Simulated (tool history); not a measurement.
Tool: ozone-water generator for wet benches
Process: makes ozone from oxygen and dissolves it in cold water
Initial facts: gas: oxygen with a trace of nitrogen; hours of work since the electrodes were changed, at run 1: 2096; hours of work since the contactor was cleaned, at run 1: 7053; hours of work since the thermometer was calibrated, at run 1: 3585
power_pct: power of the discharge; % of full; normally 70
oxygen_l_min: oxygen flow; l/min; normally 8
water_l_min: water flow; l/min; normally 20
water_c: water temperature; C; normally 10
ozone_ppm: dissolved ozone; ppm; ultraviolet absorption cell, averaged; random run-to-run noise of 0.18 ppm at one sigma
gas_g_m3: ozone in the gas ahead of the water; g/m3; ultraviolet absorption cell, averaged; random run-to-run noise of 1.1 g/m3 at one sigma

| run | hour | power_pct | oxygen_l_min | water_l_min | water_c | hours of work since the electrodes were changed | hours of work since the contactor was cleaned | hours of work since the thermometer was calibrated | ozone_ppm | gas_g_m3 |
|---|---|---|---|---|---|---|---|---|---|---|
| 1 | 0 | 70 | 8 | 20 | 10 | 2096 | 7053 | 3585 | 20.5 | 184.8 |
| 2 | 63 | 70 | 8 | 20 | 10 | 2138 | 7096 | 3628 | 20.8 | 182.9 |
|  | 84.6 | contactor cleaned |
| 3 | 177.2 | 70 | 8 | 20 | 10 | 2212 | 62 | 3702 | 22.7 | 183.1 |
| 4 | 233.6 | 70 | 8 | 20 | 10 | 2250 | 100 | 3740 | 22.3 | 183.2 |
| 5 | 287.3 | 70 | 11.59 | 20 | 10 | 2287 | 137 | 3776 | 20.9 | 142.4 |
| 6 | 343.1 | 70 | 8 | 20 | 10 | 2324 | 174 | 3814 | 22.9 | 182.9 |
| 7 | 430.5 | 70 | 8 | 20 | 10 | 2383 | 233 | 3873 | 22.5 | 182.5 |
| 8 | 540.9 | 70 | 8 | 20 | 10 | 2458 | 308 | 3948 | 22.4 | 182.8 |
| 9 | 626.8 | 70 | 8 | 20 | 10 | 2516 | 366 | 4005 | 22.2 | 181.9 |
| 10 | 710.7 | 70 | 8 | 20 | 10 | 2572 | 422 | 4062 | 22.3 | 181.2 |
| 11 | 805.4 | 70 | 8 | 20 | 10 | 2636 | 486 | 4126 | 22.3 | 180.8 |
| 12 | 927 | 70 | 8 | 20 | 10 | 2718 | 568 | 4208 | 22 | 182.1 |
| 13 | 1025.7 | 70 | 8 | 20 | 10 | 2785 | 635 | 4274 | 22 | 181.7 |
| 14 | 1133.9 | 70 | 8 | 20 | 10 | 2858 | 708 | 4347 | 22 | 180.2 |
| 15 | 1206.1 | 70 | 8 | 20 | 10 | 2906 | 756 | 4396 | 21.9 | 181.4 |
| 16 | 1323.1 | 70 | 8 | 27 | 10 | 2985 | 835 | 4475 | 17.4 | 179.4 |

What does the tool deliver on the next run?
| 17 | 1436.8 | 70 | 8 | 27 | 10 | 3062 | 912 | 4552 | ? | ? |

{"run 17": {"ozone_ppm": 17.3, "gas_g_m3": 178.6}}
With the hidden condition absent and the run-to-run variation left alone, this run would have shown ozone_ppm 19 ppm, gas_g_m3 193.5 g/m3.
